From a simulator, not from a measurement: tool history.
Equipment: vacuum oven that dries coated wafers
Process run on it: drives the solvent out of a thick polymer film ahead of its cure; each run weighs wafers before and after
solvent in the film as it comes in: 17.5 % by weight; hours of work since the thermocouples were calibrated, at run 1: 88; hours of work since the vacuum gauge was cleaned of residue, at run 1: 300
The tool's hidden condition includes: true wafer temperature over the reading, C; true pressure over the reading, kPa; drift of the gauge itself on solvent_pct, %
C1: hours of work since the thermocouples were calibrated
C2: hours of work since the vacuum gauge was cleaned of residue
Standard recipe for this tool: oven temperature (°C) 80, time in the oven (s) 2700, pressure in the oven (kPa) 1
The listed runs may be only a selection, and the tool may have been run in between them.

{"run": 1, "day": 0.0, "oven temperature (°C)": 80, "time in the oven (s)": 2700, "pressure in the oven (kPa)": 1, "C1": 88, "C2": 300, "solvent left in the film (%)": 1.54}
{"run": 2, "day": 0.792, "oven temperature (°C)": 80, "time in the oven (s)": 2700, "pressure in the oven (kPa)": 1, "C1": 103, "C2": 315, "solvent left in the film (%)": 1.65}
{"run": 3, "day": 1.15, "oven temperature (°C)": 80, "time in the oven (s)": 2160, "pressure in the oven (kPa)": 1, "C1": 110, "C2": 322, "solvent left in the film (%)": 2.21}
{"run": 4, "day": 1.512, "oven temperature (°C)": 80, "time in the oven (s)": 2700, "pressure in the oven (kPa)": 1, "C1": 117, "C2": 329, "solvent left in the film (%)": 1.59}
{"run": 5, "day": 1.996, "oven temperature (°C)": 80, "time in the oven (s)": 2700, "pressure in the oven (kPa)": 1, "C1": 126, "C2": 338, "solvent left in the film (%)": 1.59}
{"run": 6, "day": 2.621, "oven temperature (°C)": 81, "time in the oven (s)": 2700, "pressure in the oven (kPa)": 1, "C1": 138, "C2": 350, "solvent left in the film (%)": 1.39}
{"run": 7, "day": 2.975, "oven temperature (°C)": 80, "time in the oven (s)": 1680, "pressure in the oven (kPa)": 1, "C1": 144, "C2": 356, "solvent left in the film (%)": 3.16}
{"run": 8, "day": 3.417, "oven temperature (°C)": 94, "time in the oven (s)": 2700, "pressure in the oven (kPa)": 1, "C1": 153, "C2": 365, "solvent left in the film (%)": 0.33}
{"run": 9, "day": 3.792, "oven temperature (°C)": 80, "time in the oven (s)": 2700, "pressure in the oven (kPa)": 1.26, "C1": 160, "C2": 372, "solvent left in the film (%)": 1.69}
{"run": 10, "day": 4.567, "oven temperature (°C)": 80, "time in the oven (s)": 2700, "pressure in the oven (kPa)": 1, "C1": 174, "C2": 387, "solvent left in the film (%)": 1.61}
{"run": 11, "day": 5.058, "oven temperature (°C)": 80, "time in the oven (s)": 2700, "pressure in the oven (kPa)": 1, "C1": 184, "C2": 396, "solvent left in the film (%)": 1.6}
{"run": 12, "day": 5.833, "oven temperature (°C)": 80, "time in the oven (s)": 2700, "pressure in the oven (kPa)": 1, "C1": 198, "C2": 411, "solvent left in the film (%)": 1.54}
{"run": 13, "day": 6.458, "oven temperature (°C)": 80, "time in the oven (s)": 2700, "pressure in the oven (kPa)": 1, "C1": 210, "C2": 422, "solvent left in the film (%)": 1.66}
{"run": 14, "day": 6.9, "oven temperature (°C)": 86, "time in the oven (s)": 2700, "pressure in the oven (kPa)": 1, "C1": 218, "C2": 431, "solvent left in the film (%)": 0.74}
{"run": 15, "day": 7.35, "oven temperature (°C)": 86, "time in the oven (s)": 2700, "pressure in the oven (kPa)": 1, "C1": 227, "C2": 439, "solvent left in the film (%)": 0.77}
{"run": 16, "day": 7.942, "oven temperature (°C)": 86, "time in the oven (s)": 2700, "pressure in the oven (kPa)": 1, "C1": 238, "C2": 450, "solvent left in the film (%)": 0.68}
{"run": 17, "day": 8.325, "oven temperature (°C)": 86, "time in the oven (s)": 2700, "pressure in the oven (kPa)": 1, "C1": 245, "C2": 458, "solvent left in the film (%)": 0.75}
{"run": 18, "day": 9.154, "oven temperature (°C)": 80, "time in the oven (s)": 1680, "pressure in the oven (kPa)": 1, "C1": 261, "C2": 473, "solvent left in the film (%)": 3.27}
{"run": 19, "day": 9.925, "oven temperature (°C)": 80, "time in the oven (s)": 1680, "pressure in the oven (kPa)": 1, "C1": 276, "C2": 488, "solvent left in the film (%)": 3.27}
{"run": 20, "day": 10.6, "oven temperature (°C)": 80, "time in the oven (s)": 2700, "pressure in the oven (kPa)": 0.61, "C1": 288, "C2": 501, "solvent left in the film (%)": 1.39}
{"run": 21, "day": 11.05, "oven temperature (°C)": 80, "time in the oven (s)": 2700, "pressure in the oven (kPa)": 1, "C1": 297, "C2": 509, "solvent left in the film (%)": 1.66}
{"run": 22, "day": 11.838, "oven temperature (°C)": 80, "time in the oven (s)": 2700, "pressure in the oven (kPa)": 1, "C1": 312, "C2": 524, "solvent left in the film (%)": 1.68}
{"run": 23, "day": 12.233, "oven temperature (°C)": 80, "time in the oven (s)": 2700, "pressure in the oven (kPa)": 1, "C1": 319, "C2": 532, "solvent left in the film (%)": 1.76}
{"run": 24, "day": 12.954, "oven temperature (°C)": 80, "time in the oven (s)": 2700, "pressure in the oven (kPa)": 1, "C1": 333, "C2": 545, "solvent left in the film (%)": 1.76}
{"run": 25, "day": 13.392, "oven temperature (°C)": 80, "time in the oven (s)": 2520, "pressure in the oven (kPa)": 3.94, "C1": 341, "C2": 553, "solvent left in the film (%)": 3.51}
{"run": 26, "day": 14.171, "oven temperature (°C)": 67, "time in the oven (s)": 1680, "pressure in the oven (kPa)": 1, "C1": 356, "C2": 568, "solvent left in the film (%)": 8.75}
{"run": 27, "day": 14.929, "oven temperature (°C)": 67, "time in the oven (s)": 1680, "pressure in the oven (kPa)": 1, "C1": 370, "C2": 583, "solvent left in the film (%)": 8.83}
{"run": 28, "day": 15.704, "oven temperature (°C)": 67, "time in the oven (s)": 1680, "pressure in the oven (kPa)": 1, "C1": 385, "C2": 597, "solvent left in the film (%)": 8.63}
{"run": 29, "day": 16.421, "oven temperature (°C)": 76, "time in the oven (s)": 1500, "pressure in the oven (kPa)": 1.11, "C1": 398, "C2": 611, "solvent left in the film (%)": 5.58}
{"run": 30, "day": 17.071, "oven temperature (°C)": 76, "time in the oven (s)": 1500, "pressure in the oven (kPa)": 1.11, "C1": 411, "C2": 623, "solvent left in the film (%)": 5.75}
{"run": 31, "day": 17.612, "oven temperature (°C)": 76, "time in the oven (s)": 1500, "pressure in the oven (kPa)": 1.11, "C1": 421, "C2": 633, "solvent left in the film (%)": 5.78}
{"run": 32, "day": 18.3, "oven temperature (°C)": 76, "time in the oven (s)": 1500, "pressure in the oven (kPa)": 1.11, "C1": 434, "C2": 646, "solvent left in the film (%)": 5.64}
{"run": 33, "day": 18.688, "oven temperature (°C)": 80, "time in the oven (s)": 2700, "pressure in the oven (kPa)": 0.65, "C1": 441, "C2": 654, "solvent left in the film (%)": 1.57}
{"run": 34, "day": 19.483, "oven temperature (°C)": 69, "time in the oven (s)": 3900, "pressure in the oven (kPa)": 1, "C1": 456, "C2": 669, "solvent left in the film (%)": 3.99}
{"run": 35, "day": 19.858, "oven temperature (°C)": 94, "time in the oven (s)": 3900, "pressure in the oven (kPa)": 0.66, "C1": 463, "C2": 676, "solvent left in the film (%)": 0.3}
{"run": 36, "day": 20.433, "oven temperature (°C)": 74, "time in the oven (s)": 4140, "pressure in the oven (kPa)": 1.41, "C1": 474, "C2": 687, "solvent left in the film (%)": 2.45}
{"run": 37, "day": 21.05, "oven temperature (°C)": 84, "time in the oven (s)": 3480, "pressure in the oven (kPa)": 1, "C1": 486, "C2": 698, "solvent left in the film (%)": 0.7}
{"run": 38, "day": 21.688, "oven temperature (°C)": 75, "time in the oven (s)": 1680, "pressure in the oven (kPa)": 0.57, "C1": 498, "C2": 710, "solvent left in the film (%)": 5.53}
{"run": 39, "day": 22.354, "oven temperature (°C)": 75, "time in the oven (s)": 1680, "pressure in the oven (kPa)": 0.57, "C1": 511, "C2": 723, "solvent left in the film (%)": 5.32}
{"run": 40, "day": 23.208, "oven temperature (°C)": 75, "time in the oven (s)": 1680, "pressure in the oven (kPa)": 0.57, "C1": 527, "C2": 739, "solvent left in the film (%)": 5.37}
{"run": 41, "day": 23.846, "oven temperature (°C)": 75, "time in the oven (s)": 1680, "pressure in the oven (kPa)": 0.57, "C1": 539, "C2": 751, "solvent left in the film (%)": 5.4}
{"run": 42, "day": 24.696, "oven temperature (°C)": 79, "time in the oven (s)": 1680, "pressure in the oven (kPa)": 1.55, "C1": 555, "C2": 767, "solvent left in the film (%)": 4.2}
{"run": 43, "day": 25.358, "oven temperature (°C)": 66, "time in the oven (s)": 1680, "pressure in the oven (kPa)": 1.55, "C1": 567, "C2": 780, "solvent left in the film (%)": 9.65}
{"run": 44, "day": 25.896, "oven temperature (°C)": 66, "time in the oven (s)": 1860, "pressure in the oven (kPa)": 2.8, "C1": 578, "C2": 790, "solvent left in the film (%)": 9.98}
{"run": 45, "day": 26.688, "oven temperature (°C)": 80, "time in the oven (s)": 1740, "pressure in the oven (kPa)": 1.18, "C1": 593, "C2": 805, "solvent left in the film (%)": 3.48}
{"run": 46, "day": 27.154, "oven temperature (°C)": 72, "time in the oven (s)": 1380, "pressure in the oven (kPa)": 0.57, "C1": 601, "C2": 814, "solvent left in the film (%)": 7.63}
{"run": 47, "day": 27.521, "oven temperature (°C)": 72, "time in the oven (s)": 1380, "pressure in the oven (kPa)": 0.57, "C1": 608, "C2": 821, "solvent left in the film (%)": 7.78}

4 options for the next run, each taken on its own from the tool as it stands now. Forecast them:
{"run": "A", "day": 28.175, "oven temperature (°C)": 72, "time in the oven (s)": 1560, "pressure in the oven (kPa)": 0.57, "C1": 621, "C2": 833, "solvent left in the film (%)": "?"}
{"run": "B", "day": 28.175, "oven temperature (°C)": 90, "time in the oven (s)": 3180, "pressure in the oven (kPa)": 1.01, "C1": 621, "C2": 833, "solvent left in the film (%)": "?"}
{"run": "C", "day": 28.175, "oven temperature (°C)": 67, "time in the oven (s)": 1860, "pressure in the oven (kPa)": 1, "C1": 621, "C2": 833, "solvent left in the film (%)": "?"}
{"run": "D", "day": 28.175, "oven temperature (°C)": 87, "time in the oven (s)": 2700, "pressure in the oven (kPa)": 1, "C1": 621, "C2": 833, "solvent left in the film (%)": "?"}

run=A solvent_left_in_the_film_(%)=7.03
run=B solvent_left_in_the_film_(%)=0.56
run=C solvent_left_in_the_film_(%)=8.43
run=D solvent_left_in_the_film_(%)=0.75
Had the tool no hidden state, the same runs would have come out as:
run=A solvent_left_in_the_film_(%)=6.22
run=B solvent_left_in_the_film_(%)=0.45
run=C solvent_left_in_the_film_(%)=7.63
run=D solvent_left_in_the_film_(%)=0.55
